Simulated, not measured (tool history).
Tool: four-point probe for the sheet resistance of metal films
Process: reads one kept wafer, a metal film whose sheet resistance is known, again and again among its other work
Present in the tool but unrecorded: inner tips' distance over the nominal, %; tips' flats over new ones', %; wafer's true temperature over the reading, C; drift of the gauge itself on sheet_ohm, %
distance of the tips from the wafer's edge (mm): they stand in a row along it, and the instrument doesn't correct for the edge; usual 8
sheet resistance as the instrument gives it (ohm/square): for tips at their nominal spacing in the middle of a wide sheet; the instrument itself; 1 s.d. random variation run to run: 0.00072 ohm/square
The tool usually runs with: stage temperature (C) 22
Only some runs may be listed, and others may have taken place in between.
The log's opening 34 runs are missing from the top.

| run | hour | stage temperature (C) | distance of the tips from the wafer's edge (mm) | touches since the probe head was changed | hours of work since the stage's thermometer was calibrated | sheet resistance as the instrument gives it (ohm/square) |
|---|---|---|---|---|---|---|
| 35 | 1383.9 | 18 | 10 | 137945 | 1893 | 3.581752 |
| 36 | 1443 | 29 | 21 | 140710 | 1932 | 3.54767 |
| 37 | 1492.1 | 31 | 15 | 143005 | 1964 | 3.547445 |
| 38 | 1524 | 32 | 3 | 144500 | 1984 | 3.737737 |
| 39 | 1562.1 | 32 | 3 | 146282 | 2009 | 3.736443 |
| 40 | 1603.5 | 32 | 3 | 148218 | 2036 | 3.736971 |
| 41 | 1663.1 | 30 | 6 | 151006 | 2074 | 3.593916 |
| 42 | 1699.9 | 19 | 13 | 152728 | 2098 | 3.573615 |
| 43 | 1732.8 | 23 | 55 | 154269 | 2120 | 3.554869 |
| 44 | 1795.4 | 25 | 8 | 157195 | 2160 | 3.579134 |

Branching from run 44: 5 alternative next runs. What would each branch give?
| A | 1844 | 34 | 8 | 159471 | 2192 | ? |
| B | 1844 | 26 | 69 | 159471 | 2192 | ? |
| C | 1844 | 25 | 30 | 159471 | 2192 | ? |
| D | 1844 | 25 | 6 | 159471 | 2192 | ? |
| E | 1844 | 25 | 12 | 159471 | 2192 | ? |

| run | sheet resistance as the instrument gives it (ohm/square) |
|---|---|
| A | 3.564196 |
| B | 3.550609 |
| C | 3.552497 |
| D | 3.60236 |
| E | 3.563858 |
Without the tool's hidden state the same runs would have given:
| run | sheet resistance as the instrument gives it (ohm/square) |
|---|---|
| A | 3.564713 |
| B | 3.551128 |
| C | 3.553017 |
| D | 3.602886 |
| E | 3.56438 |

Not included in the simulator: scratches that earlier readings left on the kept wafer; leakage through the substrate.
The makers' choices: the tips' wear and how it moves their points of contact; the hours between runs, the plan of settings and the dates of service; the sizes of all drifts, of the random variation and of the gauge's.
